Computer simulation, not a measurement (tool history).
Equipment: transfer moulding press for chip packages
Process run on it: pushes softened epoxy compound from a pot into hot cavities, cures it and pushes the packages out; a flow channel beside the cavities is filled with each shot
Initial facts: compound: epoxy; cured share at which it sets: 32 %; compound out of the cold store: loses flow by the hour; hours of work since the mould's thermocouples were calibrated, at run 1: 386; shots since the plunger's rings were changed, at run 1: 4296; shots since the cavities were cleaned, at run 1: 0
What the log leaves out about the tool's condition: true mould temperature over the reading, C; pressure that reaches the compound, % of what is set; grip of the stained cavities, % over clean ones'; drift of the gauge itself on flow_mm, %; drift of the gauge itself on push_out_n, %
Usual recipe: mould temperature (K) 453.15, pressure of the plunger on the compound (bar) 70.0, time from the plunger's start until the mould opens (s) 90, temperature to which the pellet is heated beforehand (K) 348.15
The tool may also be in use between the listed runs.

run,hour,mould temperature (K),pressure of the plunger on the compound (bar),time from the plunger's start until the mould opens (s),temperature to which the pellet is heated beforehand (K),hours of work since the mould's thermocouples were calibrated,shots since the plunger's rings were changed,shots since the cavities were cleaned,incoming compound's hours out of the cold store,length that the compound runs in the flow channel (mm),greatest force on the pins that push the packages out (N)
1,0.0,453.15,70.0,90,348.15,386,4296,0,15.1,1005,308
2,10.1,453.15,70.0,90,348.15,394,4430,134,39.6,842,361
3,25.0,453.15,70.0,90,348.15,405,4630,334,18.2,978,440
4,44.1,453.15,70.0,90,348.15,419,4887,591,46.2,808,488
5,63.9,453.15,70.0,90,348.15,433,5152,856,43.5,814,513
# hour 66.8: cavities cleaned with cleaning compound and waxed
6,84.0,453.15,70.0,90,348.15,447,5402,230,35.5,863,392
7,103.5,453.15,70.0,124,348.15,461,5664,492,25.8,921,436
8,122.0,453.15,66.5,90,348.15,474,5912,740,13.8,970,506
# hour 132.9: cavities cleaned with cleaning compound and waxed
9,145.0,453.15,66.5,90,348.15,490,6200,162,44.0,780,375
10,160.4,453.15,66.5,90,348.15,501,6408,370,15.8,953,456
11,170.9,453.15,64.4,103,356.15,509,6548,510,21.2,897,462
12,189.7,453.15,56.4,91,348.15,523,6801,763,10.3,909,504
# hour 195.4: plunger's sealing rings changed
# hour 202.1: cavities cleaned with cleaning compound and waxed
13,206.5,453.15,56.4,91,348.15,532,129,59,35.7,806,322
14,217.0,453.15,56.4,91,343.15,540,270,200,13.4,937,394
15,239.2,453.15,83.9,91,343.15,556,567,497,24.9,1055,459
16,255.9,460.15,70.0,80,348.15,568,792,722,21.4,955,492
# hour 268.2: cavities cleaned with cleaning compound and waxed
17,278.7,449.15,70.0,73,348.15,583,1077,141,40.5,874,528
18,289.5,449.15,70.0,73,348.15,591,1222,286,29.7,944,625
# hour 300.1: mould's thermocouples calibrated
19,305.3,449.15,70.0,73,348.15,4,1407,471,20.7,998,769
20,319.8,455.15,82.6,116,351.15,14,1602,666,9.6,1156,481

For some of the steps in length that the compound runs in the flow channel (mm) from one run to the next: how much would appear even if the tool had no hidden state, given the settings, what came in and random variation, and how much remains for the hidden state plus any gauge scatter that the measured result and the result without hidden state don't share?
Run 8 -> 9: cavities cleaned with cleaning compound and waxed. length that the compound runs in the flow channel (mm) -190: hidden state +9, all else -199.
Run 9 -> 10: nothing adjusted, nothing logged. length that the compound runs in the flow channel (mm) +173: hidden state -13, all else +186.
Run 12 -> 13: plunger's sealing rings changed, cavities cleaned with cleaning compound and waxed. length that the compound runs in the flow channel (mm) -103: hidden state +57, all else -160.
